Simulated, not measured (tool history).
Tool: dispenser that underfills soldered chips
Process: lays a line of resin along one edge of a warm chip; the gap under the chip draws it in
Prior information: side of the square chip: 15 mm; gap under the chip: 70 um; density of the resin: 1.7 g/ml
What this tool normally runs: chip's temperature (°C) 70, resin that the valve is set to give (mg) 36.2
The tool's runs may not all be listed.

| run | hour | chip's temperature (°C) | resin that the valve is set to give (mg) | time until the resin shows at the far edge (s) | resin that the valve gave (mg) |
|---|---|---|---|---|---|
| 1 | 0.0 | 70 | 36.2 | 48.1 | 35.76 |
| 2 | 5.5 | 70 | 36.2 | 57.7 | 35.76 |
| 3 | 12.4 | 70 | 35.6 | 38.0 | 35.07 |
| 4 | 20.1 | 70 | 35.6 | 49.1 | 34.88 |
| 5 | 25.8 | 70 | 35.6 | 59.5 | 34.75 |
| 6 | 31.1 | 70 | 35.6 | 38.0 | 34.73 |
| 7 | 41.3 | 70 | 35.6 | 52.5 | 34.87 |
| 8 | 47.9 | 70 | 35.6 | 66.2 | 34.75 |
| 9 | 54.1 | 70 | 35.6 | 43.2 | 34.66 |
| 10 | 59.1 | 82 | 36.2 | 30.6 | 35.46 |
| 11 | 67.5 | 70 | 36.2 | 67.2 | 35.24 |
| 12 | 73.5 | 70 | 36.2 | 41.7 | 35.24 |
| 13 | 81.6 | 70 | 36.2 | 53.0 | 36.26 |
| 14 | 87.1 | 70 | 36.2 | 63.0 | 35.99 |
| 15 | 94.5 | 69 | 36.2 | 43.6 | 35.79 |
| 16 | 99.3 | 69 | 36.2 | 50.1 | 35.85 |
| 17 | 107.3 | 70 | 36.2 | 63.9 | 35.81 |
| 18 | 115.9 | 70 | 36.2 | 42.9 | 35.79 |
| 19 | 123.8 | 59 | 45.4 | 88.9 | 44.54 |
| 20 | 132.6 | 59 | 33.5 | 67.3 | 32.94 |
| 21 | 141.3 | 80 | 35.8 | 36.5 | 35.15 |
| 22 | 150.6 | 79 | 41.2 | 25.5 | 40.31 |
| 23 | 156.8 | 83 | 34.2 | 27.6 | 33.50 |
| 24 | 165.7 | 76 | 44.1 | 47.4 | 43.28 |
| 25 | 171.5 | 76 | 44.1 | 30.4 | 43.29 |
| 26 | 179.0 | 81 | 44.4 | 31.1 | 43.43 |
| 27 | 189.2 | 81 | 44.4 | 21.7 | 43.34 |
| 28 | 200.5 | 81 | 44.4 | 30.8 | 44.37 |
| 29 | 208.6 | 84 | 36.2 | 38.7 | 36.12 |
| 30 | 214.2 | 68 | 32.3 | 48.0 | 32.17 |
| 31 | 221.2 | 85 | 38.7 | 28.5 | 38.42 |
| 32 | 229.5 | 81 | 38.4 | 22.8 | 37.97 |
| 33 | 238.1 | 62 | 42.0 | 67.9 | 41.81 |
| 34 | 248.7 | 62 | 42.0 | 50.1 | 41.46 |
| 35 | 253.5 | 62 | 42.0 | 57.5 | 41.25 |
| 36 | 260.3 | 82 | 39.1 | 31.9 | 38.31 |

Put back what was entered between runs (15 entries, withheld): which listed runs does each sit between, and how does the hidden state differ from the listed run before to the listed run after?
After run 2, before run 3: new syringe of resin (hour 12.0)
  resin's viscosity, % of fresh resin's: 155.8 -> 101.2; dose that the valve gives, % of what is set: 98.53 -> 98.36; true chip temperature over the reading, C: 0.79 -> 0.82
  measured result minus the result with no hidden state, time until the resin shows at the far edge (s): +19.6 -> -0.7; resin that the valve gave (mg): -0.53 -> -0.58
After run 5, before run 6: new syringe of resin (hour 31.1)
  resin's viscosity, % of fresh resin's: 160.5 -> 101.3; dose that the valve gives, % of what is set: 98.08 -> 97.98; true chip temperature over the reading, C: 0.88 -> 0.91
  measured result minus the result with no hidden state, time until the resin shows at the far edge (s): +21.3 -> -0.7; resin that the valve gave (mg): -0.68 -> -0.72
After run 8, before run 9: new syringe of resin (hour 50.3)
  resin's viscosity, % of fresh resin's: 180.2 -> 114.4; dose that the valve gives, % of what is set: 97.6 -> 97.46; true chip temperature over the reading, C: 0.99 -> 1.02
  measured result minus the result with no hidden state, time until the resin shows at the far edge (s): +28.1 -> +4.0; resin that the valve gave (mg): -0.86 -> -0.90
After run 11, before run 12: new syringe of resin (hour 70.0)
  resin's viscosity, % of fresh resin's: 181 -> 112.3; dose that the valve gives, % of what is set: 97.17 -> 97.03; true chip temperature over the reading, C: 1.08 -> 1.11
  measured result minus the result with no hidden state, time until the resin shows at the far edge (s): +28.6 -> +3.0; resin that the valve gave (mg): -1.03 -> -1.07
After run 12, before run 13: dispensing valve cleaned and set on the balance (hour 75.2)
  resin's viscosity, % of fresh resin's: 112.3 -> 143.7; dose that the valve gives, % of what is set: 97.03 -> 99.57; true chip temperature over the reading, C: 1.11 -> 1.15
  measured result minus the result with no hidden state, time until the resin shows at the far edge (s): +3.0 -> +14.3; resin that the valve gave (mg): -1.07 -> -0.15
After run 14, before run 15: new syringe of resin (hour 90.7)
  resin's viscosity, % of fresh resin's: 173.1 -> 112.7; dose that the valve gives, % of what is set: 99.44 -> 99.28; true chip temperature over the reading, C: 1.18 -> 1.21
  measured result minus the result with no hidden state, time until the resin shows at the far edge (s): +24.8 -> +2.9; resin that the valve gave (mg): -0.20 -> -0.26
After run 17, before run 18: new syringe of resin (hour 110.0)
  resin's viscosity, % of fresh resin's: 175 -> 120; dose that the valve gives, % of what is set: 98.98 -> 98.78; true chip temperature over the reading, C: 1.27 -> 1.31
  measured result minus the result with no hidden state, time until the resin shows at the far edge (s): +25.4 -> +5.2; resin that the valve gave (mg): -0.37 -> -0.44
After run 19, before run 20: new syringe of resin (hour 129.7)
  resin's viscosity, % of fresh resin's: 157.6 -> 110.4; dose that the valve gives, % of what is set: 98.6 -> 98.4; true chip temperature over the reading, C: 1.35 -> 1.39
  measured result minus the result with no hidden state, time until the resin shows at the far edge (s): +28.9 -> +2.7; resin that the valve gave (mg): -0.63 -> -0.54
After run 21, before run 22: new syringe of resin (hour 149.3)
  resin's viscosity, % of fresh resin's: 148.7 -> 105.1; dose that the valve gives, % of what is set: 98.22 -> 98; true chip temperature over the reading, C: 1.43 -> 1.48
  measured result minus the result with no hidden state, time until the resin shows at the far edge (s): +10.5 -> -0.2; resin that the valve gave (mg): -0.64 -> -0.82
After run 24, before run 25: new syringe of resin (hour 169.3)
  resin's viscosity, % of fresh resin's: 176.3 -> 110.3; dose that the valve gives, % of what is set: 97.66 -> 97.54; true chip temperature over the reading, C: 1.56 -> 1.58
  measured result minus the result with no hidden state, time until the resin shows at the far edge (s): +18.9 -> +1.1; resin that the valve gave (mg): -1.04 -> -1.10
After run 26, before run 27: new syringe of resin (hour 189.2)
  resin's viscosity, % of fresh resin's: 142.3 -> 101; dose that the valve gives, % of what is set: 97.37 -> 97.16; true chip temperature over the reading, C: 1.62 -> 1.67
  measured result minus the result with no hidden state, time until the resin shows at the far edge (s): +7.9 -> -1.2; resin that the valve gave (mg): -1.17 -> -1.27
After run 27, before run 28: dispensing valve cleaned and set on the balance (hour 197.2)
  resin's viscosity, % of fresh resin's: 101 -> 144.2; dose that the valve gives, % of what is set: 97.16 -> 99.78; true chip temperature over the reading, C: 1.67 -> 1.72
  measured result minus the result with no hidden state, time until the resin shows at the far edge (s): -1.2 -> +8.1; resin that the valve gave (mg): -1.27 -> -0.10
After run 29, before run 30: new syringe of resin (hour 209.5)
  resin's viscosity, % of fresh resin's: 190.6 -> 118.5; dose that the valve gives, % of what is set: 99.6 -> 99.48; true chip temperature over the reading, C: 1.75 -> 1.78
  measured result minus the result with no hidden state, time until the resin shows at the far edge (s): +16.8 -> +4.3; resin that the valve gave (mg): -0.15 -> -0.17
After run 31, before run 32: new syringe of resin (hour 229.1)
  resin's viscosity, % of fresh resin's: 150.9 -> 101.9; dose that the valve gives, % of what is set: 99.33 -> 99.16; true chip temperature over the reading, C: 1.81 -> 1.85
  measured result minus the result with no hidden state, time until the resin shows at the far edge (s): +8.2 -> -1.2; resin that the valve gave (mg): -0.26 -> -0.33
After run 33, before run 34: new syringe of resin (hour 248.4)
  resin's viscosity, % of fresh resin's: 137.2 -> 100.5; dose that the valve gives, % of what is set: 98.94 -> 98.7; true chip temperature over the reading, C: 1.89 -> 1.93
  measured result minus the result with no hidden state, time until the resin shows at the far edge (s): +14.0 -> -4.1; resin that the valve gave (mg): -0.44 -> -0.55
